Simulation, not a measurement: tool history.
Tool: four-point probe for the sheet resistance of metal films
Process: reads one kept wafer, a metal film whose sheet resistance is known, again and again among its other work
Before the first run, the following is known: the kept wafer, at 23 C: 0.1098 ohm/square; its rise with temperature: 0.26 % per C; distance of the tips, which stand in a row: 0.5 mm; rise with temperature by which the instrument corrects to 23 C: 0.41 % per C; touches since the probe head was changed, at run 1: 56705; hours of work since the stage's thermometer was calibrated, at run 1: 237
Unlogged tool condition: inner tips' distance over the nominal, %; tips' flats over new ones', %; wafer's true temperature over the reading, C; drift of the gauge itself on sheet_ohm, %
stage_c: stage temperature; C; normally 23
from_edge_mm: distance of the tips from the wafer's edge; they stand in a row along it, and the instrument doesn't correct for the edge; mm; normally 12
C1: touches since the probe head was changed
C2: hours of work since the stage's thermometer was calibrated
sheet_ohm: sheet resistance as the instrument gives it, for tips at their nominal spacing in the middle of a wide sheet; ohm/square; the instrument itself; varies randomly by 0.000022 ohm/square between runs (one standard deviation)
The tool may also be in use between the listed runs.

run 1 day=0 | stage_c=23 from_edge_mm=12 | C1=56705 C2=237 | sheet_ohm=0.110403
run 2 day=1.508 | stage_c=23 from_edge_mm=12 | C1=58298 C2=264 | sheet_ohm=0.110456
run 3 day=2.642 | stage_c=23 from_edge_mm=16 | C1=59493 C2=285 | sheet_ohm=0.110427
run 4 day=3.967 | stage_c=23 from_edge_mm=12 | C1=60893 C2=309 | sheet_ohm=0.110463
run 5 day=5.021 | stage_c=23 from_edge_mm=7 | C1=62007 C2=328 | sheet_ohm=0.110716
run 6 day=6.338 | stage_c=23 from_edge_mm=12 | C1=63397 C2=352 | sheet_ohm=0.110543
run 7 day=7.617 | stage_c=23 from_edge_mm=12 | C1=64746 C2=375 | sheet_ohm=0.110558
run 8 day=9.342 | stage_c=23 from_edge_mm=12 | C1=66567 C2=406 | sheet_ohm=0.110632
run 9 day=10.304 | stage_c=23 from_edge_mm=12 | C1=67582 C2=423 | sheet_ohm=0.110575
run 10 day=12.038 | stage_c=23 from_edge_mm=12 | C1=69414 C2=455 | sheet_ohm=0.110641
run 11 day=13.05 | stage_c=23 from_edge_mm=12 | C1=70483 C2=473 | sheet_ohm=0.110599
run 12 day=14.604 | stage_c=23 from_edge_mm=12 | C1=72123 C2=501 | sheet_ohm=0.11062
run 13 day=16.646 | stage_c=23 from_edge_mm=12 | C1=74278 C2=538 | sheet_ohm=0.110597
run 14 day=18.862 | stage_c=23 from_edge_mm=12 | C1=76616 C2=578 | sheet_ohm=0.110662
run 15 day=20.017 | stage_c=23 from_edge_mm=12 | C1=77837 C2=599 | sheet_ohm=0.110672
run 16 day=21.725 | stage_c=23 from_edge_mm=36 | C1=79638 C2=630 | sheet_ohm=0.110687
run 17 day=23.667 | stage_c=23 from_edge_mm=36 | C1=81687 C2=665 | sheet_ohm=0.110649
run 18 day=25.475 | stage_c=23 from_edge_mm=12 | C1=83596 C2=698 | sheet_ohm=0.110794
run 19 day=27.267 | stage_c=23 from_edge_mm=12 | C1=85490 C2=730 | sheet_ohm=0.110838
run 20 day=28.592 | stage_c=23 from_edge_mm=12 | C1=86887 C2=754 | sheet_ohm=0.110827
run 21 day=29.938 | stage_c=23 from_edge_mm=22 | C1=88309 C2=778 | sheet_ohm=0.110757
run 22 day=32.262 | stage_c=23 from_edge_mm=22 | C1=90763 C2=820 | sheet_ohm=0.110801
-- day=32.4 stage's thermometer calibrated
run 23 day=33.892 | stage_c=22 from_edge_mm=73 | C1=92461 C2=27 | sheet_ohm=0.11096
run 24 day=36.129 | stage_c=27 from_edge_mm=5 | C1=94823 C2=67 | sheet_ohm=0.110727
-- day=37.483 stage's thermometer calibrated, once more
run 25 day=38.362 | stage_c=26 from_edge_mm=21 | C1=97156 C2=16 | sheet_ohm=0.110407
run 26 day=39.775 | stage_c=26 from_edge_mm=21 | C1=98649 C2=41 | sheet_ohm=0.110393
run 27 day=41.2 | stage_c=26 from_edge_mm=21 | C1=100152 C2=67 | sheet_ohm=0.110425
run 28 day=43.221 | stage_c=26 from_edge_mm=21 | C1=102285 C2=104 | sheet_ohm=0.110439
run 29 day=44.879 | stage_c=29 from_edge_mm=7 | C1=104034 C2=134 | sheet_ohm=0.110305
run 30 day=47.004 | stage_c=29 from_edge_mm=7 | C1=106281 C2=172 | sheet_ohm=0.110315
run 31 day=48.142 | stage_c=30 from_edge_mm=59 | C1=107478 C2=193 | sheet_ohm=0.10983
run 32 day=49.942 | stage_c=31 from_edge_mm=9 | C1=109381 C2=225 | sheet_ohm=0.109898
run 33 day=51.317 | stage_c=25 from_edge_mm=6 | C1=110830 C2=250 | sheet_ohm=0.111093
run 34 day=52.262 | stage_c=25 from_edge_mm=6 | C1=111831 C2=267 | sheet_ohm=0.111132
run 35 day=54.375 | stage_c=26 from_edge_mm=72 | C1=114059 C2=305 | sheet_ohm=0.110555
run 36 day=56.371 | stage_c=21 from_edge_mm=9 | C1=116167 C2=341 | sheet_ohm=0.111585
run 37 day=58.488 | stage_c=27 from_edge_mm=9 | C1=118402 C2=380 | sheet_ohm=0.110625
run 38 day=59.817 | stage_c=22 from_edge_mm=54 | C1=119805 C2=404 | sheet_ohm=0.111331
run 39 day=60.767 | stage_c=22 from_edge_mm=54 | C1=120807 C2=421 | sheet_ohm=0.111323

Alternative continuations, all from the tool just after run 39; predict every row:
-- day=61.329 new probe head fitted
run A day=62.917 | stage_c=34 from_edge_mm=7 | C1=1676 C2=459 | sheet_ohm=?
-- day=61.329 new probe head fitted
run B day=62.917 | stage_c=21 from_edge_mm=54 | C1=1676 C2=459 | sheet_ohm=?
-- day=61.329 new probe head fitted
run C day=62.917 | stage_c=23 from_edge_mm=54 | C1=1676 C2=459 | sheet_ohm=?
-- day=61.329 new probe head fitted
run D day=62.917 | stage_c=35 from_edge_mm=12 | C1=1676 C2=459 | sheet_ohm=?

run=A sheet_ohm=0.108345
run=B sheet_ohm=0.110045
run=C sheet_ohm=0.109711
run=D sheet_ohm=0.108021
Without the tool's unlogged condition, the same runs would have read:
run=A sheet_ohm=0.108415
run=B sheet_ohm=0.110116
run=C sheet_ohm=0.109781
run=D sheet_ohm=0.108091
